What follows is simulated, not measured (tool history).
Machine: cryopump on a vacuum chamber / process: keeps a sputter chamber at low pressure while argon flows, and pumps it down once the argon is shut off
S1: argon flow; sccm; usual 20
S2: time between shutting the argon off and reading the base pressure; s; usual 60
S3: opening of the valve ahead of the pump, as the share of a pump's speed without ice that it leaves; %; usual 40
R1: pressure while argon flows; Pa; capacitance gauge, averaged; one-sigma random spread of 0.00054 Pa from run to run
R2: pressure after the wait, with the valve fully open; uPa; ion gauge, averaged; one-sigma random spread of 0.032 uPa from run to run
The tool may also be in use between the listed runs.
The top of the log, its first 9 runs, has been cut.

Run 10, hour 234.4: usual settings but S2 68 s. Result: R1 0.0567 Pa, R2 2.31 uPa.
Run 11, hour 254.3: usual settings but S2 68 s. Result: R1 0.0582 Pa, R2 2.33 uPa.
Run 12, hour 284.2: usual settings. Result: R1 0.0572 Pa, R2 2.50 uPa.
Run 13, hour 322.7: usual settings. Result: R1 0.0575 Pa, R2 2.57 uPa.
Run 14, hour 356.3: usual settings. Result: R1 0.0584 Pa, R2 2.59 uPa.
Run 15, hour 395.2: usual settings. Result: R1 0.0582 Pa, R2 2.58 uPa.
Run 16, hour 423.5: usual settings. Result: R1 0.0584 Pa, R2 2.64 uPa.
Run 17, hour 461.9: usual settings. Result: R1 0.0584 Pa, R2 2.73 uPa.
Run 18, hour 500.0: usual settings but S1 29 sccm, S2 172 s, S3 54 %. Result: R1 0.0646 Pa, R2 1.71 uPa.
Run 19, hour 528.9: usual settings but S1 29 sccm, S2 172 s, S3 54 %. Result: R1 0.0651 Pa, R2 1.72 uPa.
Run 20, hour 566.1: usual settings but S1 29 sccm, S2 172 s, S3 54 %. Result: R1 0.0647 Pa, R2 1.74 uPa.
Run 21, hour 603.8: usual settings but S1 12 sccm, S2 141 s, S3 35 %. Result: R1 0.0394 Pa, R2 1.89 uPa.
Run 22, hour 623.5: usual settings but S1 9 sccm, S3 30 %. Result: R1 0.0344 Pa, R2 2.79 uPa.
Run 23, hour 650.0: usual settings but S1 9 sccm, S3 30 %. Result: R1 0.0343 Pa, R2 2.82 uPa.
Run 24, hour 685.6: usual settings but S1 9 sccm, S3 30 %. Result: R1 0.0338 Pa, R2 2.84 uPa.
Run 25, hour 717.5: usual settings but S3 20 %. Result: R1 0.1116 Pa, R2 2.89 uPa.
Run 26, hour 750.6: usual settings but S2 116 s. Result: R1 0.0597 Pa, R2 2.24 uPa.
Run 27, hour 781.5: usual settings but S1 10 sccm. Result: R1 0.0289 Pa, R2 2.95 uPa.
Run 28, hour 804.8: usual settings but S1 15 sccm, S2 244 s. Result: R1 0.0447 Pa, R2 1.83 uPa.
Run 29, hour 836.2: usual settings but S1 14 sccm, S3 17 %. Result: R1 0.0910 Pa, R2 3.04 uPa.
Run 30, hour 867.5: usual settings but S1 32 sccm, S2 40 s, S3 36 %. Result: R1 0.1049 Pa, R2 3.68 uPa.
Run 31, hour 885.0: usual settings but S1 17 sccm, S2 112 s, S3 26 %. Result: R1 0.0747 Pa, R2 2.33 uPa.
At hour 892.8: pump warmed up, emptied and cooled again.
Run 32, hour 925.0: usual settings but S1 30 sccm, S2 24 s, S3 26 %. Result: R1 0.1236 Pa, R2 4.90 uPa.
Run 33, hour 951.7: usual settings but S1 30 sccm, S2 24 s, S3 26 %. Result: R1 0.1221 Pa, R2 5.02 uPa.

Forecast each of these 5 alternatives for the next run:
Run A, hour 968.9: usual settings but S1 15 sccm, S2 22 s, S3 53 %. Result: R1 ?, R2 ?.
Run B, hour 968.9: usual settings but S1 36 sccm, S2 24 s, S3 59 %. Result: R1 ?, R2 ?.
Run C, hour 968.9: usual settings but S1 37 sccm, S2 77 s, S3 31 %. Result: R1 ?, R2 ?.
Run D, hour 968.9: usual settings but S1 15 sccm, S2 86 s, S3 22 %. Result: R1 ?, R2 ?.
Run E, hour 968.9: usual settings but S1 31 sccm, S2 26 s. Result: R1 ?, R2 ?.

run      R1    R2
  A  0.0302  5.37
  B  0.0652  4.98
  C  0.1272  2.35
  D  0.0724  2.26
  E  0.0833  4.57
What these runs would have given with no unlogged condition in the tool:
run      R1    R2
  A  0.0298  4.30
  B  0.0642  3.92
  C  0.1263  1.32
  D  0.0720  1.20
  E  0.0825  3.54

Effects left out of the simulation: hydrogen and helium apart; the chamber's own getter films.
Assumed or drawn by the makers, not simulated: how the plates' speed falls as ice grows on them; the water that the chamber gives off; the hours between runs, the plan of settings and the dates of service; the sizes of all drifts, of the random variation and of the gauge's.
